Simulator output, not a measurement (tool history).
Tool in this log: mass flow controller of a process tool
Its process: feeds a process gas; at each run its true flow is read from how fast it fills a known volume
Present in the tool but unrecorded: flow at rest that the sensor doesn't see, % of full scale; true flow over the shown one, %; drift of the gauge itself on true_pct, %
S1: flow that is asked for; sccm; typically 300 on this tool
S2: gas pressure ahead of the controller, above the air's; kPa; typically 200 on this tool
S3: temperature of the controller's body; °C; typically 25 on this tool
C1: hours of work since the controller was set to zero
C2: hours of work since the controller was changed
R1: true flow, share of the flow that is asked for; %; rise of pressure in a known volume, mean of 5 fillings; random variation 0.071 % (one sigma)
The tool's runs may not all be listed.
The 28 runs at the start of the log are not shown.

| run | hour | S1 | S2 | S3 | C1 | C2 | R1 |
|---|---|---|---|---|---|---|---|
| 29 | 9511.0 | 300 | 181 | 25 | 1656 | 1656 | 98.82 |
| 30 | 9875.5 | 300 | 181 | 25 | 1841 | 1841 | 98.61 |
| 31 | 10152.1 | 90 | 181 | 38 | 1981 | 1981 | 97.24 |
| 32 | 10484.2 | 89 | 181 | 38 | 2150 | 2150 | 97.20 |
| 33 | 10860.1 | 89 | 181 | 21 | 2341 | 2341 | 99.11 |
| 34 | 11211.4 | 158 | 175 | 21 | 2519 | 2519 | 98.69 |
| 35 | 11583.7 | 299 | 146 | 29 | 2708 | 2708 | 97.40 |
| 36 | 11911.0 | 300 | 200 | 23 | 2874 | 2874 | 98.48 |
| 37 | 12186.0 | 300 | 200 | 23 | 3013 | 3013 | 98.33 |
| 38 | 12532.6 | 67 | 145 | 27 | 3189 | 3189 | 98.17 |
| 39 | 12913.1 | 300 | 162 | 27 | 3382 | 3382 | 97.32 |
| 40 | 13115.7 | 431 | 200 | 26 | 3485 | 3485 | 97.90 |
| 41 | 13347.8 | 51 | 200 | 26 | 3603 | 3603 | 99.23 |
| 42 | 13675.8 | 60 | 164 | 26 | 3769 | 3769 | 98.54 |
| 43 | 14069.3 | 60 | 164 | 26 | 3969 | 3969 | 98.47 |
| 44 | 14480.7 | 300 | 165 | 25 | 4178 | 4178 | 97.11 |
| 45 | 14773.8 | 286 | 161 | 25 | 4327 | 4327 | 97.13 |
| 46 | 15210.0 | 300 | 200 | 32 | 4548 | 4548 | 96.29 |
| 47 | 15423.2 | 300 | 200 | 32 | 4656 | 4656 | 96.31 |
| 48 | 15685.8 | 300 | 200 | 32 | 4789 | 4789 | 96.26 |

Predict each of these 4 candidate next runs independently; none follows another, all start after run 48:
| A | 16062.5 | 300 | 192 | 34 | 4980 | 4980 | ? |
| B | 16062.5 | 300 | 166 | 25 | 4980 | 4980 | ? |
| C | 16062.5 | 300 | 238 | 25 | 4980 | 4980 | ? |
| D | 16062.5 | 187 | 200 | 25 | 4980 | 4980 | ? |

| run | R1 |
|---|---|
| A | 95.99 |
| B | 96.72 |
| C | 97.19 |
| D | 97.01 |
With the hidden condition removed and each run's random variation left untouched, the same runs would have given:
| run | R1 |
|---|---|
| A | 98.62 |
| B | 99.35 |
| C | 99.82 |
| D | 99.32 |
